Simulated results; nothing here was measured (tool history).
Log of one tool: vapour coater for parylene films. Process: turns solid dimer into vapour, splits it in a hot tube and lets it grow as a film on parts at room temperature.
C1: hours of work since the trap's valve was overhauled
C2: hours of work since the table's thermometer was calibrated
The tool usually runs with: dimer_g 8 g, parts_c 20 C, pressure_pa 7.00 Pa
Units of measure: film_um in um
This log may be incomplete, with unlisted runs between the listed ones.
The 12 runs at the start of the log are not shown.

run 13 hour=501.0 | dimer_g=8 parts_c=20 pressure_pa=7.00 | C1=590 C2=1847 | film_um=1.88
run 14 hour=548.1 | dimer_g=8 parts_c=20 pressure_pa=7.00 | C1=628 C2=1886 | film_um=1.87
-- hour=581.8 trap's valve overhauled
run 15 hour=604.3 | dimer_g=8 parts_c=18 pressure_pa=7.00 | C1=18 C2=1928 | film_um=1.94
run 16 hour=647.4 | dimer_g=8 parts_c=18 pressure_pa=7.00 | C1=54 C2=1964 | film_um=1.94
run 17 hour=677.0 | dimer_g=8 parts_c=20 pressure_pa=7.00 | C1=78 C2=1988 | film_um=1.85
run 18 hour=726.0 | dimer_g=8 parts_c=20 pressure_pa=7.00 | C1=118 C2=2028 | film_um=1.86
run 19 hour=778.5 | dimer_g=8 parts_c=20 pressure_pa=6.60 | C1=161 C2=2071 | film_um=1.86
run 20 hour=809.6 | dimer_g=8 parts_c=20 pressure_pa=6.60 | C1=187 C2=2097 | film_um=1.87
run 21 hour=849.1 | dimer_g=8 parts_c=20 pressure_pa=6.60 | C1=219 C2=2129 | film_um=1.86
-- hour=874.1 table's thermometer calibrated
run 22 hour=900.5 | dimer_g=8 parts_c=20 pressure_pa=7.00 | C1=261 C2=22 | film_um=1.83
run 23 hour=955.9 | dimer_g=8 parts_c=29 pressure_pa=7.00 | C1=306 C2=67 | film_um=1.50
run 24 hour=1013.3 | dimer_g=8 parts_c=29 pressure_pa=7.00 | C1=353 C2=114 | film_um=1.50
run 25 hour=1052.1 | dimer_g=8 parts_c=15 pressure_pa=4.94 | C1=385 C2=146 | film_um=2.12
run 26 hour=1078.2 | dimer_g=8 parts_c=15 pressure_pa=4.94 | C1=406 C2=167 | film_um=2.12
run 27 hour=1128.4 | dimer_g=8 parts_c=15 pressure_pa=4.94 | C1=447 C2=208 | film_um=2.12
run 28 hour=1179.1 | dimer_g=5 parts_c=15 pressure_pa=4.58 | C1=489 C2=250 | film_um=1.32
run 29 hour=1209.8 | dimer_g=8 parts_c=26 pressure_pa=5.70 | C1=514 C2=275 | film_um=1.60

Predict the results of run 30:
run 30 hour=1267.8 | dimer_g=5 parts_c=20 pressure_pa=11.18 | C1=562 C2=323 | film_um=?

film_um: 1.13 um
If the tool had no hidden condition, the same run with the same run-to-run variation would have returned film_um 1.14 um.
